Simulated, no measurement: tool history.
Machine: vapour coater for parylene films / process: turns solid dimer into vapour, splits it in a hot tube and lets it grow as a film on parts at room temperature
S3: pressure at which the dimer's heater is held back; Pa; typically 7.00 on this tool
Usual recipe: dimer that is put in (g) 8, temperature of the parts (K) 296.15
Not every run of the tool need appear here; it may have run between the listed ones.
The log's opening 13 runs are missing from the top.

{"run": 14, "day": 8.196, "dimer that is put in (g)": 8, "temperature of the parts (K)": 296.15, "S3": 8.85, "thickness of the film (nm)": 4820}
{"run": 15, "day": 8.625, "dimer that is put in (g)": 8, "temperature of the parts (K)": 296.15, "S3": 8.85, "thickness of the film (nm)": 4820}
{"day": 8.854, "done": "trap's valve overhauled"}
{"run": 16, "day": 9.358, "dimer that is put in (g)": 8, "temperature of the parts (K)": 296.15, "S3": 8.85, "thickness of the film (nm)": 4720}
{"run": 17, "day": 9.758, "dimer that is put in (g)": 8, "temperature of the parts (K)": 296.15, "S3": 8.85, "thickness of the film (nm)": 4710}
{"run": 18, "day": 10.325, "dimer that is put in (g)": 8, "temperature of the parts (K)": 296.15, "S3": 7.0, "thickness of the film (nm)": 5000}
{"run": 19, "day": 10.862, "dimer that is put in (g)": 8, "temperature of the parts (K)": 296.15, "S3": 7.0, "thickness of the film (nm)": 4970}
{"run": 20, "day": 11.5, "dimer that is put in (g)": 3, "temperature of the parts (K)": 291.15, "S3": 6.29, "thickness of the film (nm)": 2120}
{"run": 21, "day": 12.329, "dimer that is put in (g)": 11, "temperature of the parts (K)": 307.15, "S3": 5.16, "thickness of the film (nm)": 5790}
{"run": 22, "day": 13.258, "dimer that is put in (g)": 4, "temperature of the parts (K)": 297.15, "S3": 5.09, "thickness of the film (nm)": 2610}
{"run": 23, "day": 13.758, "dimer that is put in (g)": 8, "temperature of the parts (K)": 303.15, "S3": 8.26, "thickness of the film (nm)": 4100}
{"day": 14.746, "done": "trap's valve overhauled, once more"}
{"run": 24, "day": 14.838, "dimer that is put in (g)": 10, "temperature of the parts (K)": 299.15, "S3": 8.26, "thickness of the film (nm)": 5820}
{"run": 25, "day": 15.325, "dimer that is put in (g)": 13, "temperature of the parts (K)": 292.15, "S3": 3.27, "thickness of the film (nm)": 10830}
{"run": 26, "day": 16.067, "dimer that is put in (g)": 13, "temperature of the parts (K)": 293.15, "S3": 2.27, "thickness of the film (nm)": 11490}
{"run": 27, "day": 16.604, "dimer that is put in (g)": 13, "temperature of the parts (K)": 293.15, "S3": 2.27, "thickness of the film (nm)": 11530}
{"run": 28, "day": 16.992, "dimer that is put in (g)": 13, "temperature of the parts (K)": 293.15, "S3": 2.27, "thickness of the film (nm)": 11480}
{"run": 29, "day": 17.442, "dimer that is put in (g)": 13, "temperature of the parts (K)": 293.15, "S3": 2.27, "thickness of the film (nm)": 11500}
{"run": 30, "day": 17.979, "dimer that is put in (g)": 13, "temperature of the parts (K)": 293.15, "S3": 2.27, "thickness of the film (nm)": 11460}
{"run": 31, "day": 18.596, "dimer that is put in (g)": 5, "temperature of the parts (K)": 289.15, "S3": 7.0, "thickness of the film (nm)": 3700}
{"run": 32, "day": 19.367, "dimer that is put in (g)": 5, "temperature of the parts (K)": 295.15, "S3": 7.0, "thickness of the film (nm)": 3280}
{"run": 33, "day": 20.1, "dimer that is put in (g)": 5, "temperature of the parts (K)": 295.15, "S3": 7.0, "thickness of the film (nm)": 3270}
{"run": 34, "day": 20.596, "dimer that is put in (g)": 9, "temperature of the parts (K)": 290.15, "S3": 9.97, "thickness of the film (nm)": 5990}
{"run": 35, "day": 21.25, "dimer that is put in (g)": 9, "temperature of the parts (K)": 294.15, "S3": 2.27, "thickness of the film (nm)": 7710}

Each row is a separate what-if for the run after 35, all from the same tool condition, not one after another. Results?
{"run": "A", "day": 22.0, "dimer that is put in (g)": 7, "temperature of the parts (K)": 293.15, "S3": 2.4, "thickness of the film (nm)": "?"}
{"run": "B", "day": 22.0, "dimer that is put in (g)": 9, "temperature of the parts (K)": 291.15, "S3": 2.91, "thickness of the film (nm)": "?"}
{"run": "C", "day": 22.0, "dimer that is put in (g)": 9, "temperature of the parts (K)": 294.15, "S3": 9.91, "thickness of the film (nm)": "?"}

run=A thickness_of_the_film_(nm)=6000
run=B thickness_of_the_film_(nm)=7740
run=C thickness_of_the_film_(nm)=5530
Without the tool's hidden state the same runs would have given:
run=A thickness_of_the_film_(nm)=6150
run=B thickness_of_the_film_(nm)=7930
run=C thickness_of_the_film_(nm)=5660
